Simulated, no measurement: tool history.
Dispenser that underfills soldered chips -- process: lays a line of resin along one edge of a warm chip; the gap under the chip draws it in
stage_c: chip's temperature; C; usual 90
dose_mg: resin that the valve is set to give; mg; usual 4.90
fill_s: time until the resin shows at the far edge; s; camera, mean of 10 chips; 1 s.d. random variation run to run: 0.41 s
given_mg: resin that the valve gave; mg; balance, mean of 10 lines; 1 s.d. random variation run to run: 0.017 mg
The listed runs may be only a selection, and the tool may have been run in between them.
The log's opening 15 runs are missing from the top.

At hour 77.1: new syringe of resin.
Run 16, hour 82.1: usual settings but stage_c 95 C. Result: fill_s 27.9 s, given_mg 4.56 mg.
At hour 86.4: new syringe of resin.
Run 17, hour 89.3: usual settings but stage_c 95 C. Result: fill_s 26.5 s, given_mg 4.54 mg.
Run 18, hour 94.2: usual settings but stage_c 95 C. Result: fill_s 31.3 s, given_mg 4.55 mg.
At hour 95.6: new syringe of resin.
At hour 97.6: dispensing valve cleaned and set on the balance.
Run 19, hour 101.7: usual settings but stage_c 95 C. Result: fill_s 28.0 s, given_mg 4.90 mg.
At hour 105.9: new syringe of resin.
Run 20, hour 108.6: usual settings but stage_c 94 C, dose_mg 4.37 mg. Result: fill_s 28.1 s, given_mg 4.35 mg.
Run 21, hour 114.2: usual settings but stage_c 94 C, dose_mg 4.37 mg. Result: fill_s 32.6 s, given_mg 4.33 mg.
At hour 115.1: new syringe of resin.
Run 22, hour 117.7: usual settings but stage_c 94 C, dose_mg 4.37 mg. Result: fill_s 28.2 s, given_mg 4.34 mg.
Run 23, hour 121.1: usual settings but stage_c 102 C, dose_mg 4.37 mg. Result: fill_s 23.0 s, given_mg 4.35 mg.
At hour 124.1: new syringe of resin.
Run 24, hour 126.6: usual settings but stage_c 102 C, dose_mg 6.15 mg. Result: fill_s 20.8 s, given_mg 6.07 mg.
Run 25, hour 132.0: usual settings but stage_c 96 C, dose_mg 5.51 mg. Result: fill_s 30.1 s, given_mg 5.40 mg.
At hour 133.5: new syringe of resin.
Run 26, hour 136.1: usual settings but stage_c 96 C, dose_mg 5.51 mg. Result: fill_s 25.6 s, given_mg 5.36 mg.
At hour 142.5: new syringe of resin.
Run 27, hour 142.5: usual settings but stage_c 96 C, dose_mg 5.51 mg. Result: fill_s 23.6 s, given_mg 5.41 mg.
Run 28, hour 145.7: usual settings but stage_c 87 C, dose_mg 5.70 mg. Result: fill_s 35.8 s, given_mg 5.55 mg.
At hour 151.8: new syringe of resin.
Run 29, hour 152.1: usual settings but stage_c 101 C, dose_mg 6.18 mg. Result: fill_s 19.7 s, given_mg 6.01 mg.
Run 30, hour 157.3: usual settings but stage_c 83 C, dose_mg 5.10 mg. Result: fill_s 46.1 s, given_mg 4.92 mg.
At hour 160.8: new syringe of resin.
Run 31, hour 160.8: usual settings but stage_c 97 C, dose_mg 4.62 mg. Result: fill_s 23.1 s, given_mg 4.44 mg.
Run 32, hour 164.0: usual settings but stage_c 105 C, dose_mg 4.82 mg. Result: fill_s 18.5 s, given_mg 4.63 mg.
Run 33, hour 169.1: usual settings but stage_c 105 C, dose_mg 4.82 mg. Result: fill_s 22.1 s, given_mg 4.63 mg.
At hour 169.9: new syringe of resin.
Run 34, hour 176.4: usual settings but stage_c 105 C, dose_mg 4.82 mg. Result: fill_s 20.3 s, given_mg 4.58 mg.
At hour 179.0: new syringe of resin.
Run 35, hour 179.8: usual settings but stage_c 105 C, dose_mg 4.82 mg. Result: fill_s 17.8 s, given_mg 4.61 mg.

Consider 3 possible next runs. They are alternatives, not a sequence: every one starts from the tool as it was left by run 35. What does each give?
Run A, hour 183.3: usual settings but dose_mg 4.64 mg. Result: fill_s ?, given_mg ?.
Run B, hour 183.3: usual settings but stage_c 96 C, dose_mg 4.53 mg. Result: fill_s ?, given_mg ?.
Run C, hour 183.3: usual settings but dose_mg 4.91 mg. Result: fill_s ?, given_mg ?.

run  fill_s  given_mg
  A    33.4      4.46
  B    26.8      4.34
  C    33.0      4.66
Take away the tool's hidden state, keep each run's random variation, and the runs would have read:
run  fill_s  given_mg
  A    28.1      4.68
  B    22.6      4.56
  C    27.8      4.89

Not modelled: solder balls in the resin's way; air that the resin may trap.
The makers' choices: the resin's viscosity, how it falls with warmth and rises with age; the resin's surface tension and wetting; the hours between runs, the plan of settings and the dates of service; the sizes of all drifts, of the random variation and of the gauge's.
